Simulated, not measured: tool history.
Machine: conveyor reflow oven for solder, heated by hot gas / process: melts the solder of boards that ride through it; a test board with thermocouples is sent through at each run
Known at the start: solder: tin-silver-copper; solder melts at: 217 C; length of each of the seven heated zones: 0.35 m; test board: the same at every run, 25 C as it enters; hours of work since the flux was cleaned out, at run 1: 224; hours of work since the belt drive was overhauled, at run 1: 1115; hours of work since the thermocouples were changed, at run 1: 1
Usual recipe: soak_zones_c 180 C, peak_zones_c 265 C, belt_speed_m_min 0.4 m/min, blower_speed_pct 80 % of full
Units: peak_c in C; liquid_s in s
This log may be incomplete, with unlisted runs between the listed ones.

run	hour	soak_zones_c	peak_zones_c	belt_speed_m_min	blower_speed_pct	hours of work since the flux was cleaned out	hours of work since the belt drive was overhauled	hours of work since the thermocouples were changed	peak_c	liquid_s
1	0	180	265	0.4	80	224	1115	1	254.3	85.6
2	32.3	180	265	0.4	80	242	1133	20	252.8	84.2
3	95.7	180	265	0.4	80	279	1170	56	253.5	84.3
4	165	180	265	0.4	80	319	1210	96	252.8	84.7
5	196.3	180	265	0.417	80	336	1227	114	251.9	79.3
6	240.6	180	265	0.4	80	362	1253	139	252.5	84.1
7	273.8	166	265	0.4	80	381	1272	158	250.4	74.4
8	340.5	166	265	0.4	80	419	1310	197	249.5	74.3
9	400.3	180	265	0.4	80	453	1344	231	251.3	83.1
# hour 411.6: flux residue cleaned out of gas plates and filters
10	436.4	180	265	0.4	80	14	1362	249	253.8	87.3
11	507.7	180	265	0.41	80	55	1403	290	252.8	84.1
12	570.8	181	265	0.41	76	91	1439	326	252.8	83.5
13	618.3	181	265	0.41	76	119	1467	353	252.8	84.4
# hour 657.3: belt drive overhauled, speed set with a stopwatch
14	665.1	187	265	0.41	76	143	5	378	252.4	84.1
15	725.5	177	257	0.343	80	178	39	412	248	93.4
16	782	187	254	0.4	71	210	72	445	242.2	76.9
17	841.3	187	254	0.4	71	244	106	479	242	75.4
18	890.6	187	254	0.4	71	272	134	507	241.4	75.8
19	946.6	187	254	0.4	71	305	166	539	241.2	74.9
20	992.7	187	272	0.466	89	331	192	566	255.4	75.6
21	1055.5	187	272	0.466	89	367	228	602	255	75.1
22	1115	195	272	0.466	85	401	263	636	256	80

Alternative continuations, all from the tool just after run 22; predict every row:
A	1172.2	178	272	0.466	82	434	295	669	?	?
B	1172.2	195	257	0.466	75	434	295	669	?	?
C	1172.2	195	272	0.344	66	434	295	669	?	?
D	1172.2	180	276	0.4	73	434	295	669	?	?
E	1172.2	167	265	0.4	56	434	295	669	?	?

run	peak_c	liquid_s
A	251.6	67.1
B	240.4	67.4
C	260.6	116.4
D	259.5	89.1
E	243.9	65.6
What these runs would have given with no unlogged condition in the tool:
run	peak_c	liquid_s
A	257.7	73.2
B	245.3	74.2
C	264.8	119.3
D	264.9	93.6
E	249.1	73.2
